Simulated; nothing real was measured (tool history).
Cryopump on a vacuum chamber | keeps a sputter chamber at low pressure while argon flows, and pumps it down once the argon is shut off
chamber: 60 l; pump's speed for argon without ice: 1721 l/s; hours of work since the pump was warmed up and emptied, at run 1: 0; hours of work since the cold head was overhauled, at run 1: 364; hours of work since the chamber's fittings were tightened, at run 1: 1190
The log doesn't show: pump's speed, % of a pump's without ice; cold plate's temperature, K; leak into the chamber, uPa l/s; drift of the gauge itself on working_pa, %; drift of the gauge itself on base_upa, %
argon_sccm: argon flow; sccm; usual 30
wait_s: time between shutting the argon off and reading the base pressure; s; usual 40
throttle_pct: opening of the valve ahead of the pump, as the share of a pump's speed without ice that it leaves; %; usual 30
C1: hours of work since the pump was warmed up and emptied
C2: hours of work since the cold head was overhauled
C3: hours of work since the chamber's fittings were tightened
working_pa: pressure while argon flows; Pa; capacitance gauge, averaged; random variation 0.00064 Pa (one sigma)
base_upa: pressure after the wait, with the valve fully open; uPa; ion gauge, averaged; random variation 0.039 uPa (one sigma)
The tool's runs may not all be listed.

Run 1, hour 0: usual settings; C1 0; C2 364; C3 1190. Result: working_pa 0.0977 Pa, base_upa 3.08 uPa.
Run 2, hour 24.6: usual settings but wait_s 50 s; C1 16; C2 381; C3 1206. Result: working_pa 0.098 Pa, base_upa 2.64 uPa.
Run 3, hour 51.5: usual settings; C1 34; C2 398; C3 1224. Result: working_pa 0.1002 Pa, base_upa 3.1 uPa.
Run 4, hour 67.4: usual settings but wait_s 206 s; C1 44; C2 409; C3 1234. Result: working_pa 0.0989 Pa, base_upa 1.46 uPa.
Run 5, hour 92.3: usual settings; C1 61; C2 425; C3 1251. Result: working_pa 0.1001 Pa, base_upa 3.08 uPa.
Run 6, hour 115.7: usual settings but throttle_pct 49 %; C1 76; C2 441; C3 1266. Result: working_pa 0.0619 Pa, base_upa 3.16 uPa.
Run 7, hour 139.1: usual settings but wait_s 269 s; C1 92; C2 456; C3 1281. Result: working_pa 0.0984 Pa, base_upa 1.37 uPa.
Run 8, hour 158.9: usual settings but wait_s 269 s; C1 105; C2 469; C3 1294. Result: working_pa 0.1 Pa, base_upa 1.44 uPa.
Run 9, hour 180.9: usual settings but wait_s 269 s; C1 119; C2 483; C3 1309. Result: working_pa 0.1017 Pa, base_upa 1.38 uPa.
Run 10, hour 194.1: usual settings but wait_s 269 s; C1 128; C2 492; C3 1318. Result: working_pa 0.1012 Pa, base_upa 1.46 uPa.
Run 11, hour 212.4: usual settings but wait_s 269 s; C1 140; C2 504; C3 1330. Result: working_pa 0.1007 Pa, base_upa 1.47 uPa.
Run 12, hour 235.2: usual settings but argon_sccm 22 sccm, wait_s 269 s; C1 155; C2 519; C3 1345. Result: working_pa 0.0741 Pa, base_upa 1.5 uPa.
Run 13, hour 259: usual settings but wait_s 96 s; C1 170; C2 535; C3 1360. Result: working_pa 0.1026 Pa, base_upa 2.11 uPa.
Run 14, hour 278.1: usual settings but argon_sccm 13 sccm, wait_s 113 s, throttle_pct 36 %; C1 183; C2 547; C3 1373. Result: working_pa 0.0371 Pa, base_upa 1.95 uPa.
Run 15, hour 292.9: usual settings but argon_sccm 13 sccm, wait_s 113 s, throttle_pct 36 %; C1 193; C2 557; C3 1383. Result: working_pa 0.0367 Pa, base_upa 2.04 uPa.
Run 16, hour 310.6: usual settings but argon_sccm 13 sccm, wait_s 113 s, throttle_pct 36 %; C1 204; C2 569; C3 1394. Result: working_pa 0.0383 Pa, base_upa 2.03 uPa.
Run 17, hour 331.7: usual settings but argon_sccm 13 sccm, wait_s 113 s, throttle_pct 36 %; C1 218; C2 583; C3 1408. Result: working_pa 0.0363 Pa, base_upa 2.01 uPa.
Run 18, hour 347.7: usual settings but argon_sccm 45 sccm, wait_s 242 s, throttle_pct 48 %; C1 229; C2 593; C3 1419. Result: working_pa 0.0985 Pa, base_upa 1.65 uPa.
Run 19, hour 370.9: usual settings but argon_sccm 18 sccm, wait_s 295 s, throttle_pct 48 %; C1 244; C2 609; C3 1434. Result: working_pa 0.0405 Pa, base_upa 1.63 uPa.
Run 20, hour 393.6: usual settings but argon_sccm 26 sccm, wait_s 165 s, throttle_pct 29 %; C1 259; C2 623; C3 1449. Result: working_pa 0.0936 Pa, base_upa 1.77 uPa.
Run 21, hour 408.2: usual settings but argon_sccm 37 sccm, throttle_pct 52 %; C1 269; C2 633; C3 1458. Result: working_pa 0.0778 Pa, base_upa 3.42 uPa.
Run 22, hour 425.5: usual settings but argon_sccm 32 sccm, wait_s 39 s, throttle_pct 16 %; C1 280; C2 644; C3 1470. Result: working_pa 0.2023 Pa, base_upa 3.45 uPa.
Run 23, hour 449.1: usual settings but argon_sccm 32 sccm, wait_s 39 s, throttle_pct 16 %; C1 296; C2 660; C3 1485. Result: working_pa 0.2022 Pa, base_upa 3.54 uPa.
Run 24, hour 466.4: usual settings but argon_sccm 32 sccm, wait_s 39 s, throttle_pct 16 %; C1 307; C2 671; C3 1497. Result: working_pa 0.2054 Pa, base_upa 3.54 uPa.

3 ways to go on from here, each from the tool as it stands after run 24. What would each give?
Run A, hour 493: usual settings but argon_sccm 16 sccm, wait_s 277 s, throttle_pct 16 %; C1 324; C2 689; C3 1514. Result: working_pa ?, base_upa ?.
Run B, hour 493: usual settings but throttle_pct 22 %; C1 324; C2 689; C3 1514. Result: working_pa ?, base_upa ?.
Run C, hour 493: usual settings but argon_sccm 32 sccm, wait_s 39 s, throttle_pct 24 %; C1 324; C2 689; C3 1514. Result: working_pa ?, base_upa ?.

run  working_pa  base_upa
  A      0.1024      1.77
  B      0.1406       3.5
  C      0.1385      3.67
Without the tool's hidden state the same runs would have given:
run  working_pa  base_upa
  A      0.0984      0.47
  B      0.1331       2.2
  C      0.1304      2.34
